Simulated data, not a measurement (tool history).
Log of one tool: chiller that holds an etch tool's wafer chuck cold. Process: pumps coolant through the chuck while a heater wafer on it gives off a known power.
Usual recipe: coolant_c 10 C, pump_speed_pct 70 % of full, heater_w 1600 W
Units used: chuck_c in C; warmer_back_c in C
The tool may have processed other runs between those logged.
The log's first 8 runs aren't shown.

Run 9, hour 759.5: usual settings but heater_w 2383 W. Result: chuck_c 43.0 C, warmer_back_c 7.23 C.
Run 10, hour 888.9: usual settings. Result: chuck_c 32.3 C, warmer_back_c 4.93 C.
Run 11, hour 961.3: usual settings. Result: chuck_c 32.0 C, warmer_back_c 4.93 C.
Run 12, hour 1052.3: usual settings. Result: chuck_c 32.4 C, warmer_back_c 4.95 C.
Run 13, hour 1158.0: usual settings but pump_speed_pct 68 % of full. Result: chuck_c 33.1 C, warmer_back_c 5.14 C.
Run 14, hour 1260.1: usual settings but coolant_c 13 C. Result: chuck_c 35.5 C, warmer_back_c 4.98 C.
Run 15, hour 1354.1: usual settings but coolant_c 13 C. Result: chuck_c 35.7 C, warmer_back_c 4.99 C.
Run 16, hour 1462.5: usual settings but coolant_c 13 C, pump_speed_pct 99 % of full. Result: chuck_c 29.7 C, warmer_back_c 3.49 C.
Run 17, hour 1556.6: usual settings but coolant_c 13 C, pump_speed_pct 99 % of full. Result: chuck_c 29.8 C, warmer_back_c 3.49 C.
Run 18, hour 1614.4: usual settings but coolant_c 13 C, pump_speed_pct 99 % of full, heater_w 1366 W. Result: chuck_c 27.2 C, warmer_back_c 2.99 C.
Run 19, hour 1695.5: usual settings but pump_speed_pct 82 % of full, heater_w 954 W. Result: chuck_c 21.7 C, warmer_back_c 2.53 C.
At hour 1724.2: chiller's thermometer calibrated.
Run 20, hour 1776.8: usual settings but pump_speed_pct 99 % of full, heater_w 2393 W. Result: chuck_c 36.1 C, warmer_back_c 5.20 C.
Run 21, hour 1862.7: usual settings but coolant_c 8 C. Result: chuck_c 31.8 C, warmer_back_c 5.09 C.
Run 22, hour 1956.6: usual settings but coolant_c 1 C, pump_speed_pct 82 % of full, heater_w 1970 W. Result: chuck_c 26.7 C, warmer_back_c 5.33 C.
Run 23, hour 2069.4: usual settings but coolant_c 16 C, pump_speed_pct 86 % of full, heater_w 2265 W. Result: chuck_c 44.5 C, warmer_back_c 5.84 C.
Run 24, hour 2123.2: usual settings but coolant_c 16 C, pump_speed_pct 86 % of full, heater_w 2265 W. Result: chuck_c 44.6 C, warmer_back_c 5.80 C.
Run 25, hour 2202.5: usual settings but pump_speed_pct 92 % of full, heater_w 2265 W. Result: chuck_c 37.1 C, warmer_back_c 5.47 C.
Run 26, hour 2285.0: usual settings but coolant_c 1 C, pump_speed_pct 60 % of full, heater_w 1903 W. Result: chuck_c 34.3 C, warmer_back_c 7.20 C.
Run 27, hour 2356.5: usual settings but coolant_c 12 C, pump_speed_pct 65 % of full, heater_w 908 W. Result: chuck_c 27.0 C, warmer_back_c 3.15 C.
Run 28, hour 2472.2: usual settings but coolant_c 16 C, heater_w 1218 W. Result: chuck_c 34.8 C, warmer_back_c 3.98 C.
Run 29, hour 2541.6: usual settings but coolant_c 16 C, heater_w 1218 W. Result: chuck_c 34.9 C, warmer_back_c 3.96 C.
Run 30, hour 2632.4: usual settings but coolant_c 16 C, pump_speed_pct 78 % of full, heater_w 1218 W. Result: chuck_c 33.2 C, warmer_back_c 3.59 C.
Run 31, hour 2757.5: usual settings but coolant_c 16 C, pump_speed_pct 78 % of full, heater_w 1218 W. Result: chuck_c 33.3 C, warmer_back_c 3.57 C.
Run 32, hour 2833.3: usual settings but coolant_c 6 C, pump_speed_pct 68 % of full, heater_w 1218 W. Result: chuck_c 25.9 C, warmer_back_c 4.06 C.

4 ways to go on from here, each from the tool as it stands after run 32. What would each give?
At hour 2845.2: coolant pump overhauled.
Run A, hour 2909.2: usual settings but heater_w 1135 W. Result: chuck_c ?, warmer_back_c ?.
At hour 2845.2: coolant pump overhauled.
Run B, hour 2909.2: usual settings but coolant_c 3 C, pump_speed_pct 68 % of full, heater_w 1396 W. Result: chuck_c ?, warmer_back_c ?.
At hour 2845.2: coolant pump overhauled.
Run C, hour 2909.2: usual settings but coolant_c 19 C, pump_speed_pct 68 % of full, heater_w 1168 W. Result: chuck_c ?, warmer_back_c ?.
At hour 2845.2: coolant pump overhauled.
Run D, hour 2909.2: usual settings but coolant_c 6 C, pump_speed_pct 68 % of full, heater_w 1113 W. Result: chuck_c ?, warmer_back_c ?.

run  chuck_c  warmer_back_c
  A     25.6           3.18
  B     22.6           4.02
  C     35.6           3.39
  D     21.6           3.22
With no hidden state in the tool, these same runs would have given:
run  chuck_c  warmer_back_c
  A     24.5           3.18
  B     21.2           4.01
  C     34.4           3.39
  D     20.5           3.21
